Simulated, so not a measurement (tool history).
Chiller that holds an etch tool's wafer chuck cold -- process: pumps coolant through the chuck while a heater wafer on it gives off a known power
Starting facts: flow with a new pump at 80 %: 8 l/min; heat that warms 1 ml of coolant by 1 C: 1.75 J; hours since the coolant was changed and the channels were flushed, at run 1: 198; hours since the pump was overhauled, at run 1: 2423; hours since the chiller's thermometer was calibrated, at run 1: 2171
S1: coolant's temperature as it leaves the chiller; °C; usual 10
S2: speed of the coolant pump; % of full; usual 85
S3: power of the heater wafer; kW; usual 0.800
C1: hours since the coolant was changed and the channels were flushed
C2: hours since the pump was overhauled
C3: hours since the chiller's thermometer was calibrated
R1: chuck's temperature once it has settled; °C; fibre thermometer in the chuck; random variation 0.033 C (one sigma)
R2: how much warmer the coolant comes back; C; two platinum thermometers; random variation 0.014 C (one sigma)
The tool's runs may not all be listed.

Run 1, hour 0.0: usual settings; C1 198; C2 2423; C3 2171. Result: R1 15.49 °C, R2 3.30 C.
Run 2, hour 61.6: usual settings; C1 259; C2 2484; C3 2233. Result: R1 15.53 °C, R2 3.31 C.
Run 3, hour 111.1: usual settings; C1 309; C2 2534; C3 2282. Result: R1 15.45 °C, R2 3.31 C.
Run 4, hour 192.4: usual settings but S1 14 °C; C1 390; C2 2615; C3 2364. Result: R1 19.46 °C, R2 3.31 C.
Run 5, hour 262.2: usual settings but S3 0.534 kW; C1 460; C2 2685; C3 2433. Result: R1 13.52 °C, R2 2.19 C.
Run 6, hour 358.4: usual settings; C1 556; C2 2781; C3 2530. Result: R1 15.53 °C, R2 3.31 C.
Run 7, hour 407.5: usual settings; C1 605; C2 2830; C3 2579. Result: R1 15.51 °C, R2 3.32 C.
Run 8, hour 491.6: usual settings; C1 689; C2 2914; C3 2663. Result: R1 15.49 °C, R2 3.34 C.
Run 9, hour 543.6: usual settings; C1 741; C2 2966; C3 2715. Result: R1 15.50 °C, R2 3.33 C.
Run 10, hour 606.9: usual settings; C1 804; C2 3029; C3 2778. Result: R1 15.50 °C, R2 3.32 C.
Run 11, hour 665.7: usual settings; C1 863; C2 3088; C3 2837. Result: R1 15.48 °C, R2 3.34 C.
Run 12, hour 756.8: usual settings; C1 954; C2 3179; C3 2928. Result: R1 15.47 °C, R2 3.30 C.
Run 13, hour 845.8: usual settings; C1 1043; C2 3268; C3 3017. Result: R1 15.52 °C, R2 3.34 C.
Run 14, hour 914.3: usual settings; C1 1112; C2 3337; C3 3085. Result: R1 15.53 °C, R2 3.33 C.
Run 15, hour 1003.3: usual settings but S3 0.918 kW; C1 1201; C2 3426; C3 3174. Result: R1 16.41 °C, R2 3.81 C.
Run 16, hour 1074.0: usual settings; C1 1272; C2 3497; C3 3245. Result: R1 15.52 °C, R2 3.35 C.
Run 17, hour 1169.7: usual settings but S2 71 % of full, S3 0.566 kW; C1 1367; C2 3592; C3 3341. Result: R1 14.35 °C, R2 2.84 C.
At hour 1180.6: coolant pump overhauled.
Run 18, hour 1263.0: usual settings but S1 6 °C, S2 69 % of full; C1 1456; C2 82; C3 3429. Result: R1 12.58 °C, R2 4.22 C.
Run 19, hour 1360.9: usual settings but S1 9 °C, S2 79 % of full; C1 1553; C2 180; C3 3527. Result: R1 14.95 °C, R2 3.69 C.
Run 20, hour 1458.0: usual settings but S1 18 °C, S2 66 % of full, S3 1.139 kW; C1 1651; C2 277; C3 3624. Result: R1 27.80 °C, R2 6.31 C.
Run 21, hour 1526.3: usual settings but S1 2 °C, S2 63 % of full, S3 0.977 kW; C1 1719; C2 346; C3 3692. Result: R1 10.63 °C, R2 5.68 C.
Run 22, hour 1601.5: usual settings but S1 11 °C, S2 95 % of full; C1 1794; C2 421; C3 3768. Result: R1 16.23 °C, R2 3.07 C.
Run 23, hour 1673.7: usual settings but S1 16 °C, S2 97 % of full, S3 0.986 kW; C1 1866; C2 493; C3 3840. Result: R1 22.38 °C, R2 3.71 C.
Run 24, hour 1736.3: usual settings but S2 67 % of full, S3 0.737 kW; C1 1929; C2 556; C3 3902. Result: R1 16.14 °C, R2 4.04 C.
At hour 1760.2: coolant pump overhauled, once more.
Run 25, hour 1824.4: usual settings but S1 8 °C, S2 67 % of full, S3 0.477 kW; C1 2012; C2 64; C3 3986. Result: R1 11.64 °C, R2 2.46 C.
Run 26, hour 1903.9: usual settings but S1 8 °C, S2 67 % of full, S3 0.477 kW; C1 2091; C2 144; C3 4065. Result: R1 11.66 °C, R2 2.46 C.
Run 27, hour 1953.7: usual settings but S1 8 °C, S2 67 % of full, S3 0.477 kW; C1 2141; C2 194; C3 4115. Result: R1 11.64 °C, R2 2.43 C.
Run 28, hour 2003.8: usual settings but S1 11 °C, S2 67 % of full, S3 0.602 kW; C1 2191; C2 244; C3 4165. Result: R1 15.73 °C, R2 3.08 C.
Run 29, hour 2066.1: usual settings but S1 13 °C, S2 67 % of full, S3 0.648 kW; C1 2254; C2 306; C3 4227. Result: R1 18.11 °C, R2 3.31 C.
Run 30, hour 2162.2: usual settings but S1 13 °C, S2 66 % of full, S3 1.141 kW; C1 2350; C2 402; C3 4323. Result: R1 22.49 °C, R2 5.99 C.
Run 31, hour 2258.4: usual settings but S1 13 °C, S2 62 % of full, S3 0.487 kW; C1 2446; C2 498; C3 4419. Result: R1 16.97 °C, R2 2.69 C.
Run 32, hour 2340.1: usual settings but S2 83 % of full, S3 0.797 kW; C1 2528; C2 580; C3 4501. Result: R1 15.47 °C, R2 3.32 C.

Alternative continuations, all from the tool just after run 32; predict every row:
Run A, hour 2413.2: usual settings but S1 3 °C, S2 71 % of full, S3 0.623 kW; C1 2601; C2 653; C3 4574. Result: R1 ?, R2 ?.
Run B, hour 2413.2: usual settings but S1 17 °C, S2 99 % of full, S3 0.797 kW; C1 2601; C2 653; C3 4574. Result: R1 ?, R2 ?.
Run C, hour 2413.2: usual settings but S2 89 % of full; C1 2601; C2 653; C3 4574. Result: R1 ?, R2 ?.

run     R1    R2
  A   7.72  3.00
  B  21.78  2.78
  C  15.20  3.09
What these runs would have given with no unlogged condition in the tool:
run     R1    R2
  A   7.98  2.98
  B  22.02  2.76
  C  15.42  3.07
